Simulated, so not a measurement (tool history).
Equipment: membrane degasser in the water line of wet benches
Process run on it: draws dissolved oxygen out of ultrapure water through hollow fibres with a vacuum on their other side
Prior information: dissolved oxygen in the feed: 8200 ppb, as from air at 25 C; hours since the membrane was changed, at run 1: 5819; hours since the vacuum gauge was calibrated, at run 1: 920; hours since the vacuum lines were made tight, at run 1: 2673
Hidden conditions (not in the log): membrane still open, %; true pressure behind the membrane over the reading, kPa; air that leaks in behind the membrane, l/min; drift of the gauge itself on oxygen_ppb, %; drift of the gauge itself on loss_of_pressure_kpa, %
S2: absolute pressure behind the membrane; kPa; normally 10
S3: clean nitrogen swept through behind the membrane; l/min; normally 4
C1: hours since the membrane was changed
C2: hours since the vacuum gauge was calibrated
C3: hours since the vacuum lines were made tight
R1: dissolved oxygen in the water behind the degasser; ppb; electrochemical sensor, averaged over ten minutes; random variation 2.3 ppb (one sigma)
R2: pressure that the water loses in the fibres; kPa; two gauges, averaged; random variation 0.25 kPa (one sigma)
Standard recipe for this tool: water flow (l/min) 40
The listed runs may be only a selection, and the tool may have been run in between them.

{"run": 1, "hour": 0.0, "water flow (l/min)": 40, "S2": 10, "S3": 4, "C1": 5819, "C2": 920, "C3": 2673, "R1": 227.3, "R2": 67.27}
{"run": 2, "hour": 114.3, "water flow (l/min)": 40, "S2": 13.7, "S3": 4, "C1": 5933, "C2": 1034, "C3": 2787, "R1": 308.5, "R2": 67.6}
{"run": 3, "hour": 182.0, "water flow (l/min)": 40, "S2": 13.7, "S3": 4, "C1": 6001, "C2": 1102, "C3": 2855, "R1": 309.8, "R2": 67.39}
{"run": 4, "hour": 332.3, "water flow (l/min)": 40, "S2": 13.7, "S3": 4, "C1": 6151, "C2": 1252, "C3": 3005, "R1": 310.4, "R2": 67.51}
{"run": 5, "hour": 422.0, "water flow (l/min)": 59, "S2": 10, "S3": 4, "C1": 6241, "C2": 1342, "C3": 3095, "R1": 349.3, "R2": 99.58}
{"run": 6, "hour": 525.2, "water flow (l/min)": 59, "S2": 7.7, "S3": 4, "C1": 6344, "C2": 1445, "C3": 3198, "R1": 277.8, "R2": 100.2}
{"run": 7, "hour": 631.0, "water flow (l/min)": 40, "S2": 6.7, "S3": 4, "C1": 6450, "C2": 1551, "C3": 3304, "R1": 149.8, "R2": 67.92}
{"run": 8, "hour": 750.9, "water flow (l/min)": 58, "S2": 6.7, "S3": 1.61, "C1": 6570, "C2": 1671, "C3": 3424, "R1": 371.7, "R2": 97.79}
{"run": 9, "hour": 838.4, "water flow (l/min)": 25, "S2": 10, "S3": 4, "C1": 6657, "C2": 1758, "C3": 3511, "R1": 132.6, "R2": 42.46}
{"run": 10, "hour": 931.1, "water flow (l/min)": 63, "S2": 7.8, "S3": 10.39, "C1": 6750, "C2": 1851, "C3": 3604, "R1": 209.9, "R2": 107.18}

Each row is a separate what-if for the run after 10, all from the same tool condition, not one after another. Results?
{"run": "A", "hour": 1019.4, "water flow (l/min)": 40, "S2": 10, "S3": 4.85, "C1": 6838, "C2": 1939, "C3": 3692, "R1": "?", "R2": "?"}
{"run": "B", "hour": 1019.4, "water flow (l/min)": 53, "S2": 7.9, "S3": 4, "C1": 6838, "C2": 1939, "C3": 3692, "R1": "?", "R2": "?"}
{"run": "C", "hour": 1019.4, "water flow (l/min)": 40, "S2": 19, "S3": 4, "C1": 6838, "C2": 1939, "C3": 3692, "R1": "?", "R2": "?"}

run=A R1=203.7 R2=67.99
run=B R1=253.9 R2=89.55
run=C R1=420.6 R2=67.74
Without the tool's hidden state the same runs would have given:
run=A R1=203.3 R2=67.93
run=B R1=253.4 R2=89.47
run=C R1=420.2 R2=67.68

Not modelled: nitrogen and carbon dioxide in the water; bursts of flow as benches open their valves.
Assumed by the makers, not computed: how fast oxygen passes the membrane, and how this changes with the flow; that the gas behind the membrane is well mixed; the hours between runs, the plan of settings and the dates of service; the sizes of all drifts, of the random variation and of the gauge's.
